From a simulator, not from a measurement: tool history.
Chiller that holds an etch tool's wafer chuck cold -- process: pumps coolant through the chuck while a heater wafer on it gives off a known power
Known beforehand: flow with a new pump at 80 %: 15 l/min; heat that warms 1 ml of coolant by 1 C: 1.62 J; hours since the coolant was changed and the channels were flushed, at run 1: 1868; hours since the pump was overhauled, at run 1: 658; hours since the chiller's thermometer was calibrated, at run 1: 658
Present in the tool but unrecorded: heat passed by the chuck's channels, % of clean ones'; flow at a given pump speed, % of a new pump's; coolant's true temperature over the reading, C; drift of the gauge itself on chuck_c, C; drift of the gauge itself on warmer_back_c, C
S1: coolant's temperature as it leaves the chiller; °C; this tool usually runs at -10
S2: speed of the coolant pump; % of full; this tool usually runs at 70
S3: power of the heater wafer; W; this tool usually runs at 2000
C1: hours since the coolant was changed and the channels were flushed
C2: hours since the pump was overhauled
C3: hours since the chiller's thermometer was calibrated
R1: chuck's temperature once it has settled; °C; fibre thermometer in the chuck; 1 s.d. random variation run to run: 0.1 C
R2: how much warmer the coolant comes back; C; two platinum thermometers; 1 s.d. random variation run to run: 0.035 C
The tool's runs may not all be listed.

run,hour,S1,S2,S3,C1,C2,C3,R1,R2
1,0,-10,70,2000,1868,658,658,3.8,5.67
2,29.9,-10,70,2000,1898,688,688,3.9,5.69
3,80.3,-10,70,2000,1949,738,738,3.9,5.71
4,111.1,-10,70,2000,1979,769,769,3.9,5.77
5,141,-10,70,2000,2009,799,799,3.8,5.73
6,193.2,-14,70,2000,2062,851,851,-0.3,5.73
7,225.2,-10,81,2000,2094,883,883,2.7,4.98
8,260.8,-17,70,1214,2129,918,918,-8.5,3.57
9,298.9,-17,70,1214,2167,956,956,-8.7,3.58
10,341.8,-17,70,2489,2210,999,999,0.3,7.19
11,387.6,-17,70,2010,2256,1045,1045,-3.3,5.91

Here are 3 independent what-if runs from the current tool condition. What would each one return?
A,409.8,0,70,1263,2278,1067,1067,?,?
B,409.8,-9,70,1763,2278,1067,1067,?,?
C,409.8,-10,70,1982,2278,1067,1067,?,?

run,R1,R2
A,8.5,3.82
B,3.3,5.19
C,3.7,5.83
Take away the tool's hidden state, keep each run's random variation, and the runs would have read:
run,R1,R2
A,8.5,3.65
B,3.3,5.02
C,3.7,5.66
